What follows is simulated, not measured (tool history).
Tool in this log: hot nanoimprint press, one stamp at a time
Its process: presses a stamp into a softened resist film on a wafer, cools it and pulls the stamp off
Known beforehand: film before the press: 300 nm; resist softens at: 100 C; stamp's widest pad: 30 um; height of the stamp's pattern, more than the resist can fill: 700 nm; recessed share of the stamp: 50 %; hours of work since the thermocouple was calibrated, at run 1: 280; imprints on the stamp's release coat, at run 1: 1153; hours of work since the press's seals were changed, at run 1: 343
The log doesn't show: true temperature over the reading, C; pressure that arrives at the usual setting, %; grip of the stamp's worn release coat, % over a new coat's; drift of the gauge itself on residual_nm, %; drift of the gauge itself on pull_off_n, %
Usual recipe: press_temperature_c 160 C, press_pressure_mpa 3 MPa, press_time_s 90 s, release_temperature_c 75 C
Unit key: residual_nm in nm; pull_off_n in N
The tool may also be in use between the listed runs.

run,day,press_temperature_c,press_pressure_mpa,press_time_s,release_temperature_c,hours of work since the thermocouple was calibrated,imprints on the stamp's release coat,hours of work since the press's seals were changed,residual_nm,pull_off_n
1,0,160,3,90,75,280,1153,343,135.8,206
# day 0.475: stamp cleaned and given a new release coat
2,1.504,160,3,90,75,297,75,360,136.7,149
# day 1.708: plate thermocouple calibrated
3,2.604,160,3,90,75,12,147,372,132.8,147
4,3.858,172,3,90,75,28,239,389,94.7,150
5,5.096,160,3,90,75,45,330,405,134.2,159
6,5.8,160,3,90,75,54,381,414,134,155
7,6.479,160,3,90,75,63,431,423,133.7,160
8,7.225,171,3,90,75,73,486,433,97.7,159
9,8.204,171,3,90,75,85,558,446,97.4,157
10,9.258,160,3,90,79,99,635,460,134.5,157
11,10,160,3,90,75,109,690,470,135.3,174
12,10.829,160,3,90,75,120,751,481,135.1,173
13,11.417,160,3,90,75,128,794,488,134.8,184
14,12.771,160,3,90,75,146,893,506,135.8,188
15,13.5,160,3,90,75,155,947,516,135.7,189
# day 14.692: press's hydraulic seals changed and the load cell set to zero
16,15.154,160,3,90,75,173,1044,6,133.3,191
17,15.821,160,2,61,66,181,1092,15,183.4,236
18,16.446,160,3,90,75,189,1138,23,133.2,202
# day 17.054: stamp cleaned and given a new release coat
19,17.817,160,3,90,75,204,56,38,134,150
20,18.45,160,3,90,75,213,102,46,134.7,143
21,19.05,152,1.86,90,64,221,146,54,208.9,179
22,19.971,160,2.5,90,73,233,214,66,147.6,152
23,20.775,160,2.5,90,73,243,273,77,147.7,164
24,22.025,168,2.65,119,76,260,365,93,102.7,157
25,22.638,165,3.66,135,67,268,410,101,89.4,191
26,24.05,160,1.87,90,73,286,513,120,170.3,177
27,24.708,160,1.87,90,73,295,561,128,170.5,175
# day 25.058: plate thermocouple calibrated
28,25.592,160,3,106,75,7,617,138,124.7,167
29,26.4,152,3.12,58,73,18,676,149,188.7,180
30,27.171,152,3.12,58,73,28,733,159,188.3,180
31,28.471,160,3,51,75,45,828,176,160.6,175

What if the next run were any one of these 3? Each begins from the tool's condition after run 31:
A,29.704,170,3,90,73,61,919,193,?,?
B,29.704,160,3.8,49,73,61,919,193,?,?
C,29.704,160,1.82,90,74,61,919,193,?,?

run,residual_nm,pull_off_n
A,99,203
B,145.2,187
C,169.7,193
The same runs, with their run-to-run variation unchanged, on a tool lacking any hidden condition would have given:
run,residual_nm,pull_off_n
A,97.6,154
B,143,142
C,168.3,145
